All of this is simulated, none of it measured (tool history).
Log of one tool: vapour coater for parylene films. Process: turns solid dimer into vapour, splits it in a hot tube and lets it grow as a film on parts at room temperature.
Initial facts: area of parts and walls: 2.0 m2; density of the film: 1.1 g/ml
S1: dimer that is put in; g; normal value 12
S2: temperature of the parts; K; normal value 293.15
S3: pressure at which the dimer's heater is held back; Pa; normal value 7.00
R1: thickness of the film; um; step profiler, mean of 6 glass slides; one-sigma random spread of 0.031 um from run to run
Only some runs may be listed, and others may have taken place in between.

run,hour,S1,S2,S3,R1
1,0.0,12,293.15,7.00,3.55
2,14.9,12,293.15,7.00,3.53
3,48.4,12,288.15,7.00,4.14
4,65.3,12,288.15,7.00,4.17
# hour 72.1: trap's valve overhauled
5,100.1,12,288.15,7.00,4.79
6,133.5,12,293.15,7.00,3.97
7,150.4,11,293.15,7.00,3.63
8,183.6,11,293.15,7.00,3.58
9,216.7,12,293.15,7.00,3.91
10,234.0,12,293.15,7.00,3.94
11,260.0,12,293.15,7.00,3.93
12,287.0,12,293.15,7.00,3.92
13,315.9,6,293.15,7.00,1.92
14,349.6,12,289.15,7.00,4.51
15,373.5,12,293.15,7.02,3.82
16,389.9,12,293.15,7.02,3.82
17,409.5,6,293.15,7.00,1.89
18,429.6,6,293.15,7.00,1.91
19,446.1,6,293.15,7.00,1.91
20,463.5,6,293.15,7.00,1.89
21,477.2,16,293.15,8.72,4.84
22,500.2,18,288.15,10.66,6.27
23,520.4,8,293.15,7.00,2.52
24,536.7,8,293.15,7.00,2.45
25,563.5,8,293.15,7.00,2.50
26,586.4,7,288.15,2.47,2.81
27,613.0,7,288.15,2.47,2.83
28,635.5,7,300.15,2.47,1.99
29,652.9,12,289.15,7.00,4.24
30,671.8,12,289.15,7.00,4.24
31,696.0,12,289.15,7.00,4.13
32,723.2,12,291.15,3.80,4.27
# hour 746.6: table's thermometer calibrated
33,752.6,9,290.15,4.49,3.07
34,781.2,17,288.15,4.49,6.25
35,810.6,12,298.15,7.00,2.86
# hour 833.2: trap's valve overhauled
36,844.6,5,298.15,3.16,1.60

Predict the results of run 37:
37,862.2,5,298.15,3.16,?

R1: 1.57 um
Were there no unlogged condition in the tool, this run, its random variation unchanged, would have produced R1 1.58 um.
